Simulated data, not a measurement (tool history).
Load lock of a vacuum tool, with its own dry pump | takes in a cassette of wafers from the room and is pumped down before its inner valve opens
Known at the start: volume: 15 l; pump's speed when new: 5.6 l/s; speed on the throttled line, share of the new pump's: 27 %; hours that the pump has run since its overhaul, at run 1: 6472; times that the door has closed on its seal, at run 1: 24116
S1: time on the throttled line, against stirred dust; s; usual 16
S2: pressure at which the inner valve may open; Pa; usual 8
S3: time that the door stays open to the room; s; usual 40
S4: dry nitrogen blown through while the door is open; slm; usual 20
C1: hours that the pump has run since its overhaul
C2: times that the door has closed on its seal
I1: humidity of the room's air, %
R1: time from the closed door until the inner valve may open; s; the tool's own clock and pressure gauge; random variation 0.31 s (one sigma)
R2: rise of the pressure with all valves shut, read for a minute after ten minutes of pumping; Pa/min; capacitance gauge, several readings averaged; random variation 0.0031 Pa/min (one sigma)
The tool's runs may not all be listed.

Run 1, hour 0: usual settings; C1 6472; C2 24116; I1 44.7. Result: R1 39.1 s, R2 0.281 Pa/min.
Run 2, hour 261.6: usual settings but S2 15 Pa; C1 6734; C2 24890; I1 48.4. Result: R1 37.7 s, R2 0.295 Pa/min.
Run 3, hour 746.9: usual settings but S1 19 s; C1 7219; C2 26325; I1 43.4. Result: R1 41.5 s, R2 0.31 Pa/min.
Run 4, hour 1168.3: usual settings but S1 19 s; C1 7641; C2 27571; I1 46.1. Result: R1 42.1 s, R2 0.328 Pa/min.
Run 5, hour 1578.1: usual settings; C1 8051; C2 28783; I1 50.6. Result: R1 39.6 s, R2 0.356 Pa/min.
Run 6, hour 2205.4: usual settings but S3 172 s; C1 8678; C2 30638; I1 48.5. Result: R1 40.2 s, R2 0.418 Pa/min.
Run 7, hour 2620: usual settings but S1 19 s; C1 9092; C2 31863; I1 42. Result: R1 42.2 s, R2 0.394 Pa/min.
Run 8, hour 2953.6: usual settings but S1 19 s; C1 9426; C2 32850; I1 43.4. Result: R1 41.9 s, R2 0.424 Pa/min.
Run 9, hour 3290: usual settings; C1 9762; C2 33845; I1 44.2. Result: R1 40.3 s, R2 0.428 Pa/min.
Run 10, hour 3867.6: usual settings; C1 10340; C2 35553; I1 45.2. Result: R1 40.5 s, R2 0.463 Pa/min.
Run 11, hour 4181.4: usual settings; C1 10654; C2 36481; I1 45.1. Result: R1 40.4 s, R2 0.481 Pa/min.
Run 12, hour 4628.4: usual settings; C1 11101; C2 37802; I1 47.7. Result: R1 40.9 s, R2 0.511 Pa/min.
Run 13, hour 5052.9: usual settings but S2 10 Pa; C1 11525; C2 39058; I1 45.2. Result: R1 40.3 s, R2 0.51 Pa/min.
Run 14, hour 5331.3: usual settings but S2 10 Pa; C1 11804; C2 39881; I1 44.3. Result: R1 39.8 s, R2 0.548 Pa/min.
Run 15, hour 5663.7: usual settings but S2 10 Pa; C1 12136; C2 40864; I1 42.7. Result: R1 40.4 s, R2 0.569 Pa/min.
Run 16, hour 6187.5: usual settings but S2 11 Pa; C1 12660; C2 42413; I1 48.2. Result: R1 40.6 s, R2 0.601 Pa/min.
Run 17, hour 6647.8: usual settings; C1 13120; C2 43774; I1 44.9. Result: R1 42.1 s, R2 0.625 Pa/min.
At hour 6850.8: dry pump taken out, an overhauled one fitted.
Run 18, hour 7113.8: usual settings but S4 31 slm; C1 263; C2 45134; I1 44.3. Result: R1 37.3 s, R2 0.662 Pa/min.
Run 19, hour 7439.3: usual settings but S2 15 Pa; C1 589; C2 46097; I1 48.1. Result: R1 35 s, R2 0.681 Pa/min.
Run 20, hour 8008.5: usual settings but S2 15 Pa; C1 1158; C2 47780; I1 43. Result: R1 36 s, R2 0.711 Pa/min.
Run 21, hour 8429.3: usual settings but S1 8 s, S4 38 slm; C1 1579; C2 49024; I1 50.7. Result: R1 31.4 s, R2 0.725 Pa/min.
At hour 8626: door's seal changed, seat wiped.
Run 22, hour 8780.3: usual settings but S1 28 s, S2 10 Pa, S4 38 slm; C1 1928; C2 457; I1 47.8. Result: R1 45.8 s, R2 0.048 Pa/min.
Run 23, hour 9106.1: usual settings but S1 23 s, S4 10 slm; C1 2254; C2 1420; I1 44.7. Result: R1 42.6 s, R2 0.073 Pa/min.
Run 24, hour 9647.3: usual settings but S1 9 s, S4 4 slm; C1 2795; C2 3020; I1 48.3. Result: R1 33.1 s, R2 0.091 Pa/min.
Run 25, hour 10115: usual settings but S2 12 Pa, S3 71 s; C1 3263; C2 4403; I1 44.7. Result: R1 36.8 s, R2 0.085 Pa/min.
Run 26, hour 10728.5: usual settings but S2 12 Pa, S3 71 s; C1 3876; C2 6217; I1 42.2. Result: R1 36.1 s, R2 0.094 Pa/min.
Run 27, hour 11253.5: usual settings but S1 14 s, S2 12 Pa, S3 71 s; C1 4401; C2 7770; I1 48. Result: R1 35.9 s, R2 0.112 Pa/min.
Run 28, hour 11798.1: usual settings but S1 11 s, S2 15 Pa, S3 50 s; C1 4946; C2 9380; I1 44.7. Result: R1 33 s, R2 0.11 Pa/min.
Run 29, hour 12308.8: usual settings but S2 15 Pa; C1 5457; C2 10891; I1 45.7. Result: R1 36.9 s, R2 0.124 Pa/min.
Run 30, hour 12747.5: usual settings but S2 15 Pa, S3 27 s, S4 7 slm; C1 5895; C2 12188; I1 45.2. Result: R1 37.2 s, R2 0.14 Pa/min.
Run 31, hour 13197.4: usual settings but S2 15 Pa, S3 27 s, S4 7 slm; C1 6345; C2 13518; I1 45.1. Result: R1 37.3 s, R2 0.147 Pa/min.
Run 32, hour 13686.1: usual settings but S1 12 s, S4 21 slm; C1 6834; C2 14963; I1 42.9. Result: R1 36.4 s, R2 0.146 Pa/min.
Run 33, hour 14109.6: usual settings but S2 7 Pa, S4 39 slm; C1 7257; C2 16216; I1 45.1. Result: R1 39.1 s, R2 0.151 Pa/min.
Run 34, hour 14634.2: usual settings but S1 31 s, S2 15 Pa, S3 32 s; C1 7782; C2 17767; I1 46.7. Result: R1 47.9 s, R2 0.174 Pa/min.
Run 35, hour 15101.8: usual settings but S1 13 s, S2 11 Pa, S3 46 s; C1 8249; C2 19150; I1 43.3. Result: R1 36.5 s, R2 0.188 Pa/min.
Run 36, hour 15589.9: usual settings but S1 25 s, S2 9 Pa, S3 122 s, S4 27 slm; C1 8738; C2 20593; I1 43.2. Result: R1 45.8 s, R2 0.223 Pa/min.

5 ways to go on from here, each from the tool as it stands after run 36. What would each give?
Run A, hour 16006.4: usual settings but S2 9 Pa, S3 234 s, S4 18 slm; C1 9154; C2 21825; I1 47.2. Result: R1 ?, R2 ?.
Run B, hour 16006.4: usual settings but S4 33 slm; C1 9154; C2 21825; I1 42.6. Result: R1 ?, R2 ?.
Run C, hour 16006.4: usual settings but S1 23 s, S3 157 s, S4 4 slm; C1 9154; C2 21825; I1 46. Result: R1 ?, R2 ?.
Run D, hour 16006.4: usual settings but S1 25 s, S2 9 Pa, S3 122 s, S4 34 slm; C1 9154; C2 21825; I1 42.5. Result: R1 ?, R2 ?.
Run E, hour 16006.4: usual settings but S1 25 s, S2 9 Pa, S3 61 s, S4 8 slm; C1 9154; C2 21825; I1 46.6. Result: R1 ?, R2 ?.

run    R1     R2
  A  39.9  0.274
  B  39.4   0.21
  C  45.2  0.291
  D  46.2  0.225
  E  45.4  0.246
Without the tool's hidden state the same runs would have given:
run    R1     R2
  A    37  0.107
  B  36.6  0.045
  C  42.5  0.122
  D  43.6  0.058
  E  42.9  0.082
